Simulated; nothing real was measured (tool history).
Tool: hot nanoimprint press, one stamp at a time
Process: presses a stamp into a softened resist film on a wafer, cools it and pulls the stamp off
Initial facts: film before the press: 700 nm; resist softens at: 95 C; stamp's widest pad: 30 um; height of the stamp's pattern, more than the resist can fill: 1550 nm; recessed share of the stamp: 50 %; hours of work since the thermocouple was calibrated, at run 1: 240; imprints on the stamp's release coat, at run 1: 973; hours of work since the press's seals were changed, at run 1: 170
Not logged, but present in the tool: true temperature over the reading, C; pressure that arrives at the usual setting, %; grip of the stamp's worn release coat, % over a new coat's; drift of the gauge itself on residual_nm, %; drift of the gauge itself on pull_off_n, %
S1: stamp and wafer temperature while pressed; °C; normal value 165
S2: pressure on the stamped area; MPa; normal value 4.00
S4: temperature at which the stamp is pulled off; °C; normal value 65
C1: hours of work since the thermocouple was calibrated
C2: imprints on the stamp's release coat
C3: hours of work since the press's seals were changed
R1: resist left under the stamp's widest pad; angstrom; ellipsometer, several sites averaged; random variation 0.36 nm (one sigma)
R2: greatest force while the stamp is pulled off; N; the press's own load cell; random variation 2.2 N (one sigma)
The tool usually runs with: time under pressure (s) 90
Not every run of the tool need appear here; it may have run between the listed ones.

run 1 hour=0.0 | S1=165 S2=4.00 time_under_pressure_(s)=90 S4=65 | C1=240 C2=973 C3=170 | R1=2438 R2=174
run 2 hour=10.1 | S1=165 S2=4.00 time_under_pressure_(s)=90 S4=60 | C1=246 C2=994 C3=175 | R1=2437 R2=194
run 3 hour=18.6 | S1=165 S2=4.00 time_under_pressure_(s)=90 S4=65 | C1=250 C2=1011 C3=180 | R1=2439 R2=179
run 4 hour=28.3 | S1=165 S2=4.00 time_under_pressure_(s)=90 S4=65 | C1=255 C2=1032 C3=185 | R1=2436 R2=176
-- hour=36.9 plate thermocouple calibrated
run 5 hour=44.3 | S1=165 S2=4.00 time_under_pressure_(s)=90 S4=65 | C1=4 C2=1058 C3=192 | R1=2477 R2=177
run 6 hour=59.0 | S1=165 S2=4.00 time_under_pressure_(s)=90 S4=65 | C1=11 C2=1089 C3=199 | R1=2480 R2=182
run 7 hour=67.3 | S1=165 S2=4.00 time_under_pressure_(s)=90 S4=65 | C1=16 C2=1106 C3=203 | R1=2485 R2=185
run 8 hour=77.4 | S1=165 S2=4.00 time_under_pressure_(s)=90 S4=65 | C1=21 C2=1127 C3=209 | R1=2473 R2=179
run 9 hour=94.3 | S1=165 S2=4.00 time_under_pressure_(s)=90 S4=65 | C1=30 C2=1161 C3=217 | R1=2475 R2=180
run 10 hour=101.8 | S1=165 S2=4.00 time_under_pressure_(s)=90 S4=65 | C1=34 C2=1177 C3=221 | R1=2472 R2=179
run 11 hour=110.7 | S1=165 S2=4.00 time_under_pressure_(s)=63 S4=65 | C1=38 C2=1195 C3=226 | R1=2848 R2=180
run 12 hour=119.1 | S1=165 S2=4.00 time_under_pressure_(s)=63 S4=65 | C1=42 C2=1212 C3=230 | R1=2851 R2=180
run 13 hour=130.1 | S1=165 S2=4.00 time_under_pressure_(s)=63 S4=65 | C1=48 C2=1235 C3=236 | R1=2849 R2=182
run 14 hour=142.3 | S1=165 S2=4.00 time_under_pressure_(s)=90 S4=65 | C1=54 C2=1260 C3=242 | R1=2472 R2=180
run 15 hour=157.8 | S1=165 S2=4.00 time_under_pressure_(s)=90 S4=65 | C1=62 C2=1292 C3=250 | R1=2466 R2=185
run 16 hour=169.2 | S1=165 S2=4.00 time_under_pressure_(s)=90 S4=65 | C1=68 C2=1316 C3=256 | R1=2471 R2=187
run 17 hour=183.1 | S1=165 S2=4.00 time_under_pressure_(s)=90 S4=53 | C1=75 C2=1344 C3=263 | R1=2474 R2=222
run 18 hour=191.2 | S1=165 S2=4.00 time_under_pressure_(s)=90 S4=53 | C1=80 C2=1361 C3=267 | R1=2474 R2=216
run 19 hour=206.8 | S1=172 S2=2.99 time_under_pressure_(s)=90 S4=69 | C1=88 C2=1393 C3=275 | R1=2190 R2=175
run 20 hour=223.4 | S1=164 S2=3.79 time_under_pressure_(s)=159 S4=69 | C1=96 C2=1428 C3=284 | R1=2082 R2=175
run 21 hour=234.5 | S1=175 S2=4.09 time_under_pressure_(s)=67 S4=72 | C1=102 C2=1451 C3=290 | R1=1894 R2=163
run 22 hour=244.0 | S1=165 S2=3.45 time_under_pressure_(s)=102 S4=52 | C1=107 C2=1470 C3=295 | R1=2522 R2=224
run 23 hour=258.8 | S1=165 S2=3.45 time_under_pressure_(s)=102 S4=52 | C1=115 C2=1501 C3=302 | R1=2522 R2=223
run 24 hour=272.0 | S1=165 S2=3.45 time_under_pressure_(s)=102 S4=52 | C1=121 C2=1528 C3=309 | R1=2521 R2=227
run 25 hour=287.3 | S1=170 S2=3.75 time_under_pressure_(s)=76 S4=69 | C1=129 C2=1559 C3=317 | R1=2252 R2=173
-- hour=300.8 stamp cleaned and given a new release coat
run 26 hour=308.0 | S1=165 S2=4.00 time_under_pressure_(s)=55 S4=56 | C1=137 C2=15 C3=325 | R1=2991 R2=176
run 27 hour=318.3 | S1=160 S2=4.00 time_under_pressure_(s)=46 S4=54 | C1=142 C2=36 C3=330 | R1=3824 R2=185
run 28 hour=332.3 | S1=160 S2=5.63 time_under_pressure_(s)=82 S4=54 | C1=149 C2=65 C3=337 | R1=2654 R2=182
run 29 hour=341.5 | S1=165 S2=4.65 time_under_pressure_(s)=98 S4=65 | C1=154 C2=84 C3=342 | R1=2207 R2=158
run 30 hour=349.2 | S1=160 S2=4.00 time_under_pressure_(s)=90 S4=65 | C1=158 C2=100 C3=346 | R1=2999 R2=157
run 31 hour=365.7 | S1=165 S2=4.00 time_under_pressure_(s)=125 S4=54 | C1=167 C2=134 C3=354 | R1=2150 R2=189

3 ways to go on from here, each from the tool as it stands after run 31. What would each give?
run A hour=373.0 | S1=165 S2=4.33 time_under_pressure_(s)=49 S4=56 | C1=170 C2=149 C3=358 | R1=? R2=?
run B hour=373.0 | S1=165 S2=6.10 time_under_pressure_(s)=125 S4=54 | C1=170 C2=149 C3=358 | R1=? R2=?
run C hour=373.0 | S1=158 S2=6.35 time_under_pressure_(s)=125 S4=54 | C1=170 C2=149 C3=358 | R1=? R2=?

run=A R1=3013 R2=186
run=B R1=1737 R2=189
run=C R1=2294 R2=187
Stripped of hidden state, with their random variation kept, the same runs would have yielded:
run=A R1=3012 R2=183
run=B R1=1728 R2=186
run=C R1=2284 R2=184
